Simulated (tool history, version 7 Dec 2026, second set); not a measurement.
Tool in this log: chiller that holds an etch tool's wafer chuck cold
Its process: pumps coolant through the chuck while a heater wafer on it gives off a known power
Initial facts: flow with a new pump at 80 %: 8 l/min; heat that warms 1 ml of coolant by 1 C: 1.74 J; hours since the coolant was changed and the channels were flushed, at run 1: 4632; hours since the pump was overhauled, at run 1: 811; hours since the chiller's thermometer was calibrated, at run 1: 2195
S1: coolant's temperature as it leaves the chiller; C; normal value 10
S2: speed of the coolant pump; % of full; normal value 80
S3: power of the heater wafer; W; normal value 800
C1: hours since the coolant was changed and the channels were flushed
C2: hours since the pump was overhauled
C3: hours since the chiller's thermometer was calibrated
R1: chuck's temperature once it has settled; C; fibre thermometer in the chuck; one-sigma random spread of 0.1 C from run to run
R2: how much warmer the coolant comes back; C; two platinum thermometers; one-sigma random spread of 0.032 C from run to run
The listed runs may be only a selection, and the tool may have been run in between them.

run 1 day=0.000 | S1=10 S2=80 S3=800 | C1=4632 C2=811 C3=2195 | R1=19.6 R2=3.45
run 2 day=3.467 | S1=18 S2=80 S3=800 | C1=4716 C2=895 C3=2278 | R1=27.8 R2=3.52
run 3 day=4.983 | S1=18 S2=80 S3=800 | C1=4752 C2=931 C3=2314 | R1=27.7 R2=3.53
run 4 day=6.550 | S1=18 S2=80 S3=800 | C1=4790 C2=969 C3=2352 | R1=27.9 R2=3.61
run 5 day=8.671 | S1=10 S2=80 S3=809 | C1=4840 C2=1019 C3=2403 | R1=19.9 R2=3.59
run 6 day=11.833 | S1=10 S2=80 S3=809 | C1=4916 C2=1095 C3=2479 | R1=19.8 R2=3.59
run 7 day=13.988 | S1=10 S2=79 S3=603 | C1=4968 C2=1147 C3=2530 | R1=17.3 R2=2.76
run 8 day=17.317 | S1=18 S2=80 S3=800 | C1=5048 C2=1227 C3=2610 | R1=27.5 R2=3.69
run 9 day=19.171 | S1=18 S2=80 S3=800 | C1=5092 C2=1271 C3=2655 | R1=27.7 R2=3.71
run 10 day=21.588 | S1=5 S2=71 S3=973 | C1=5150 C2=1329 C3=2713 | R1=17.5 R2=4.93

Results for each run, recomputed without the tool's hidden state and with each run's random variation untouched:
Hidden state at play: heat passed by the chuck's channels, % of clean ones'; flow at a given pump speed, % of a new pump's; coolant's true temperature over the reading, C; drift of the gauge itself on chuck_c, C; drift of the gauge itself on warmer_back_c, C.
run=1 R2=3.45
run=2 R2=3.48
run=3 R2=3.48
run=4 R2=3.54
run=5 R2=3.50
run=6 R2=3.46
run=7 R2=2.61
run=8 R2=3.51
run=9 R2=3.50
run=10 R2=4.69
R1: unchanged from measured in all runs.
